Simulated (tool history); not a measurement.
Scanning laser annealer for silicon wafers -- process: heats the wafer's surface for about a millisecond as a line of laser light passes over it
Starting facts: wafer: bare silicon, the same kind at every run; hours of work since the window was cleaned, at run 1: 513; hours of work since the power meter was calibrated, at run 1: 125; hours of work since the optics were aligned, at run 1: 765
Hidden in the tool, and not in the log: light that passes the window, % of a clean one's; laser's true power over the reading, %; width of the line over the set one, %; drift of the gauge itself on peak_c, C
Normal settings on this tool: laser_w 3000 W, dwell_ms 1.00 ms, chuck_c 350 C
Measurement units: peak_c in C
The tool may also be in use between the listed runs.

| run | hour | laser_w | dwell_ms | chuck_c | hours of work since the window was cleaned | hours of work since the power meter was calibrated | hours of work since the optics were aligned | peak_c |
|---|---|---|---|---|---|---|---|---|
| 1 | 0.0 | 3000 | 1.00 | 350 | 513 | 125 | 765 | 1132 |
| 2 | 12.5 | 3000 | 0.72 | 350 | 521 | 132 | 773 | 1004 |
| 3 | 20.9 | 2656 | 0.72 | 350 | 526 | 137 | 778 | 917 |
| 4 | 28.4 | 2656 | 0.72 | 350 | 530 | 142 | 783 | 923 |
|  | 34.8 | window over the wafer cleaned |
| 5 | 42.1 | 2656 | 0.72 | 350 | 4 | 149 | 790 | 951 |
| 6 | 54.4 | 2656 | 0.72 | 350 | 12 | 157 | 797 | 948 |
| 7 | 63.5 | 2656 | 0.72 | 350 | 18 | 162 | 803 | 951 |
| 8 | 70.9 | 2815 | 1.00 | 350 | 22 | 167 | 807 | 1115 |
| 9 | 82.4 | 3130 | 1.02 | 310 | 29 | 174 | 814 | 1182 |
| 10 | 93.9 | 3106 | 0.85 | 350 | 36 | 181 | 821 | 1135 |
| 11 | 104.5 | 2768 | 0.81 | 339 | 43 | 187 | 828 | 1007 |
| 12 | 112.4 | 2768 | 0.81 | 339 | 47 | 192 | 833 | 1007 |
| 13 | 119.7 | 2988 | 0.81 | 358 | 52 | 197 | 837 | 1088 |

4 options for the next run, each taken on its own from the tool as it stands now. Forecast them:
| A | 131.7 | 3116 | 0.87 | 362 | 59 | 204 | 844 | ? |
| B | 131.7 | 3000 | 0.91 | 320 | 59 | 204 | 844 | ? |
| C | 131.7 | 3000 | 0.90 | 350 | 59 | 204 | 844 | ? |
| D | 131.7 | 2661 | 0.74 | 378 | 59 | 204 | 844 | ? |

| run | peak_c |
|---|---|
| A | 1159 |
| B | 1092 |
| C | 1125 |
| D | 986 |
The same runs, with their run-to-run variation unchanged, on a tool lacking any hidden condition would have given:
| run | peak_c |
|---|---|
| A | 1175 |
| B | 1108 |
| C | 1141 |
| D | 998 |
